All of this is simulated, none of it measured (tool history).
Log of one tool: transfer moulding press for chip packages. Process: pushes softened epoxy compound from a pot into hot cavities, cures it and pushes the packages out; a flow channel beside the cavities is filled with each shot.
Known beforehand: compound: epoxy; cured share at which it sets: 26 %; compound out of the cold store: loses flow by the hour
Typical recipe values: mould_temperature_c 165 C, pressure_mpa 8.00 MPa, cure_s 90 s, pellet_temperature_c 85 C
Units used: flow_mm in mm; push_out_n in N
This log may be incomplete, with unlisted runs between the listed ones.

run,hour,mould_temperature_c,pressure_mpa,cure_s,pellet_temperature_c,incoming compound's hours out of the cold store,flow_mm,push_out_n
1,0.0,165,8.00,90,85,21.4,894,655
2,46.5,165,8.00,90,85,35.9,839,620
3,86.8,165,8.00,90,85,25.8,882,692
# hour 96.0: cavities cleaned with cleaning compound and waxed
4,127.5,165,8.00,90,81,40.0,826,652
5,156.4,165,8.00,90,81,13.9,924,681
6,179.7,165,8.00,90,81,42.0,826,633
# hour 193.9: cavities cleaned with cleaning compound and waxed
7,209.9,171,8.00,90,85,44.0,792,490
8,254.9,165,8.00,90,85,13.8,924,661
# hour 292.6: cavities cleaned with cleaning compound and waxed
9,295.1,165,7.65,90,85,26.1,857,633
# hour 307.7: plunger's sealing rings changed
10,320.6,165,8.00,90,88,34.9,843,639
11,349.9,165,8.00,90,88,47.2,802,631
12,382.0,165,8.00,90,88,46.4,805,618
# hour 393.3: cavities cleaned with cleaning compound and waxed
13,426.0,159,8.15,76,87,37.3,869,1456
14,471.7,165,8.00,90,84,44.8,814,641
# hour 489.5: cavities cleaned with cleaning compound and waxed
15,512.0,169,6.29,78,85,37.6,726,653

Branching from run 15: 5 alternative next runs. What would each branch give?
A,541.6,167,9.89,78,85,14.0,?,?
B,541.6,166,6.29,78,87,41.0,?,?
C,541.6,165,8.00,80,92,34.6,?,?
D,541.6,168,6.29,97,85,11.8,?,?
E,541.6,169,6.17,106,85,27.6,?,?

run,flow_mm,push_out_n
A,1012,827
B,730,806
C,844,831
D,816,494
E,756,452
Without the tool's unlogged condition, the same runs would have read:
run,flow_mm,push_out_n
A,1013,817
B,730,795
C,845,820
D,817,486
E,757,446
